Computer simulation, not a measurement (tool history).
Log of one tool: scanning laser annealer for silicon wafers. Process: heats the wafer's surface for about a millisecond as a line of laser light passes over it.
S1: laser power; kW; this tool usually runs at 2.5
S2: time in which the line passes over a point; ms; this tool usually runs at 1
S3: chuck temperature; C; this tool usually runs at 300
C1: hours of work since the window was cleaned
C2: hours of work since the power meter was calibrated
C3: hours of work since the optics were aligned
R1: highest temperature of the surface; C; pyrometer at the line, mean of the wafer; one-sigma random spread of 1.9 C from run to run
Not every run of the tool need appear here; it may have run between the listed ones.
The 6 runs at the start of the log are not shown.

| run | hour | S1 | S2 | S3 | C1 | C2 | C3 | R1 |
|---|---|---|---|---|---|---|---|---|
| 7 | 386.4 | 2.5 | 1 | 300 | 46 | 1245 | 979 | 1121 |
| 8 | 449.4 | 2.5 | 1 | 273 | 88 | 1287 | 1021 | 1099 |
| 9 | 524.8 | 2.5 | 1 | 273 | 138 | 1337 | 1071 | 1092 |
| 10 | 570.6 | 2.5 | 1 | 310 | 168 | 1367 | 1101 | 1129 |
| 11 | 622.8 | 2.5 | 1 | 310 | 203 | 1402 | 1136 | 1129 |
| 12 | 703.8 | 2.5 | 1 | 310 | 256 | 1456 | 1189 | 1125 |
| 13 | 748.5 | 2.5 | 1 | 310 | 286 | 1485 | 1219 | 1125 |
| 14 | 794.2 | 2.5 | 1 | 310 | 316 | 1516 | 1250 | 1120 |
| 15 | 859.9 | 2.5 | 1 | 310 | 360 | 1559 | 1293 | 1118 |
| 16 | 903.8 | 2.5 | 1 | 310 | 389 | 1588 | 1322 | 1112 |
| 17 | 953.4 | 2.5 | 1 | 310 | 422 | 1621 | 1355 | 1116 |
| 18 | 1026.8 | 2.477 | 1 | 310 | 471 | 1670 | 1404 | 1101 |
| 19 | 1093 | 2.5 | 1 | 300 | 515 | 1714 | 1448 | 1102 |
| 20 | 1172.4 | 2.5 | 1 | 300 | 567 | 1767 | 1501 | 1098 |
|  | 1223.6 | window over the wafer cleaned |
| 21 | 1247.6 | 2.5 | 1 | 300 | 16 | 1815 | 1549 | 1119 |
| 22 | 1295.8 | 2.366 | 1.17 | 300 | 48 | 1847 | 1581 | 1140 |
| 23 | 1338.5 | 2.366 | 1.17 | 300 | 76 | 1876 | 1609 | 1141 |
| 24 | 1381.9 | 2.5 | 0.78 | 276 | 105 | 1904 | 1638 | 974 |
| 25 | 1418.3 | 2.164 | 0.91 | 290 | 129 | 1929 | 1662 | 938 |
|  | 1466.5 | optics aligned, line set to its width |
| 26 | 1493.7 | 2.321 | 1.16 | 276 | 176 | 1975 | 18 | 1104 |
| 27 | 1550.1 | 2.321 | 1.16 | 276 | 213 | 2013 | 56 | 1104 |
| 28 | 1598.6 | 2.477 | 0.99 | 292 | 246 | 2045 | 88 | 1107 |

Run 29 has not been measured yet. What should we expect?
| 29 | 1682.2 | 2.477 | 0.99 | 290 | 301 | 2100 | 143 | ? |

R1: 1100 C
Had the tool carried no hidden state, the very same run would have given R1 1117 C.
